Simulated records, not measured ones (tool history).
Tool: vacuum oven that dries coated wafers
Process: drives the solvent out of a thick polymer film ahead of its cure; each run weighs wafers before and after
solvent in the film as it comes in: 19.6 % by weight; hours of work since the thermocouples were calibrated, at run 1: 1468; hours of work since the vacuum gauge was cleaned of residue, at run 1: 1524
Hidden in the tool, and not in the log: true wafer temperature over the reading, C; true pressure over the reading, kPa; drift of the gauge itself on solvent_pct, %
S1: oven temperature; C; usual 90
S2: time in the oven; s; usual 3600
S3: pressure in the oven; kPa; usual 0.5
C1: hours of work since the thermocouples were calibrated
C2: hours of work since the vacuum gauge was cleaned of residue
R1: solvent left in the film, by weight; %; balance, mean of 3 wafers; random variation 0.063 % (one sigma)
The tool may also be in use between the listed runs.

{"run": 1, "hour": 0.0, "S1": 90, "S2": 3600, "S3": 0.5, "C1": 1468, "C2": 1524, "R1": 3.56}
{"run": 2, "hour": 40.6, "S1": 90, "S2": 3600, "S3": 0.5, "C1": 1496, "C2": 1551, "R1": 3.52}
{"run": 3, "hour": 91.3, "S1": 90, "S2": 3600, "S3": 0.5, "C1": 1530, "C2": 1585, "R1": 3.45}
{"run": 4, "hour": 138.8, "S1": 90, "S2": 3600, "S3": 0.5, "C1": 1562, "C2": 1617, "R1": 3.44}
{"hour": 161.0, "done": "vacuum gauge cleaned of residue and calibrated"}
{"run": 5, "hour": 180.5, "S1": 90, "S2": 3600, "S3": 0.5, "C1": 1589, "C2": 13, "R1": 3.09}
{"run": 6, "hour": 251.1, "S1": 93, "S2": 3600, "S3": 0.5, "C1": 1636, "C2": 61, "R1": 2.1}
{"hour": 286.2, "done": "oven's thermocouples calibrated"}
{"run": 7, "hour": 306.1, "S1": 90, "S2": 3600, "S3": 0.5, "C1": 13, "C2": 96, "R1": 2.99}
{"run": 8, "hour": 347.1, "S1": 90, "S2": 3600, "S3": 0.588, "C1": 41, "C2": 124, "R1": 3}
{"run": 9, "hour": 382.8, "S1": 90, "S2": 3600, "S3": 0.588, "C1": 65, "C2": 148, "R1": 2.98}
{"run": 10, "hour": 465.0, "S1": 90, "S2": 3600, "S3": 0.588, "C1": 120, "C2": 203, "R1": 2.99}
{"run": 11, "hour": 520.9, "S1": 90, "S2": 3600, "S3": 0.588, "C1": 158, "C2": 241, "R1": 2.96}
{"run": 12, "hour": 559.6, "S1": 90, "S2": 3600, "S3": 0.588, "C1": 184, "C2": 267, "R1": 2.9}
{"hour": 577.1, "done": "oven's thermocouples calibrated, once more"}
{"run": 13, "hour": 640.3, "S1": 90, "S2": 3600, "S3": 0.588, "C1": 42, "C2": 319, "R1": 3.84}
{"run": 14, "hour": 713.1, "S1": 90, "S2": 2940, "S3": 0.5, "C1": 91, "C2": 368, "R1": 4.93}
{"run": 15, "hour": 768.4, "S1": 90, "S2": 2040, "S3": 0.5, "C1": 129, "C2": 405, "R1": 6.79}
{"run": 16, "hour": 837.2, "S1": 90, "S2": 2040, "S3": 0.5, "C1": 175, "C2": 452, "R1": 6.8}
{"run": 17, "hour": 917.7, "S1": 90, "S2": 2040, "S3": 0.5, "C1": 229, "C2": 506, "R1": 6.99}
{"run": 18, "hour": 995.7, "S1": 79, "S2": 2820, "S3": 1.598, "C1": 281, "C2": 558, "R1": 10.07}
{"run": 19, "hour": 1054.1, "S1": 79, "S2": 2820, "S3": 1.598, "C1": 321, "C2": 597, "R1": 10.09}
{"run": 20, "hour": 1089.7, "S1": 94, "S2": 3600, "S3": 1.174, "C1": 344, "C2": 621, "R1": 2.66}
{"run": 21, "hour": 1161.4, "S1": 94, "S2": 3600, "S3": 1.174, "C1": 393, "C2": 669, "R1": 2.68}
{"run": 22, "hour": 1228.6, "S1": 79, "S2": 1860, "S3": 0.285, "C1": 438, "C2": 715, "R1": 11.29}
{"run": 23, "hour": 1300.5, "S1": 81, "S2": 5040, "S3": 1.88, "C1": 486, "C2": 763, "R1": 6.21}
{"run": 24, "hour": 1336.7, "S1": 76, "S2": 4920, "S3": 0.3, "C1": 510, "C2": 787, "R1": 7.72}
{"run": 25, "hour": 1373.1, "S1": 76, "S2": 4920, "S3": 0.3, "C1": 535, "C2": 812, "R1": 7.54}
{"run": 26, "hour": 1443.5, "S1": 90, "S2": 3420, "S3": 0.541, "C1": 582, "C2": 859, "R1": 3.92}
{"run": 27, "hour": 1513.6, "S1": 77, "S2": 3420, "S3": 1.255, "C1": 629, "C2": 906, "R1": 9.52}
{"run": 28, "hour": 1555.9, "S1": 79, "S2": 3420, "S3": 0.402, "C1": 658, "C2": 935, "R1": 8.34}
{"run": 29, "hour": 1594.9, "S1": 99, "S2": 2700, "S3": 0.749, "C1": 684, "C2": 961, "R1": 2.17}
{"run": 30, "hour": 1655.0, "S1": 99, "S2": 2700, "S3": 0.749, "C1": 724, "C2": 1001, "R1": 2.11}
{"run": 31, "hour": 1729.3, "S1": 99, "S2": 2940, "S3": 0.283, "C1": 774, "C2": 1051, "R1": 1.64}
{"run": 32, "hour": 1811.4, "S1": 99, "S2": 2940, "S3": 0.283, "C1": 829, "C2": 1106, "R1": 1.61}
{"run": 33, "hour": 1893.3, "S1": 99, "S2": 2940, "S3": 0.283, "C1": 884, "C2": 1161, "R1": 1.65}
{"run": 34, "hour": 1949.8, "S1": 99, "S2": 2940, "S3": 0.285, "C1": 922, "C2": 1199, "R1": 1.59}

Hidden state or all else? Some run-to-run changes of R1, split into what the settings, what came in and random variation would give without the hidden state, and what is left for the hidden state (with any gauge scatter that isn't in both results):
Run 4 -> 5: vacuum gauge cleaned of residue and calibrated. R1 -0.35 %: hidden state -0.37, all else +0.02.
Run 6 -> 7: S1 93 -> 90, oven's thermocouples calibrated. R1 +0.89 %: hidden state -0.23, all else +1.12.
Run 12 -> 13: oven's thermocouples calibrated, once more. R1 +0.94 %: hidden state +0.85, all else +0.09.
Run 19 -> 20: S1 79 -> 94, S2 2820 -> 3600, S3 1.598 -> 1.174. R1 -7.43 %: hidden state +0.03, all else -7.46.
Run 21 -> 22: S1 94 -> 79, S2 3600 -> 1860, S3 1.174 -> 0.285. R1 +8.61 %: hidden state -0.04, all else +8.65.
Run 28 -> 29: S1 79 -> 99, S2 3420 -> 2700, S3 0.402 -> 0.749. R1 -6.17 %: hidden state +0.08, all else -6.25.
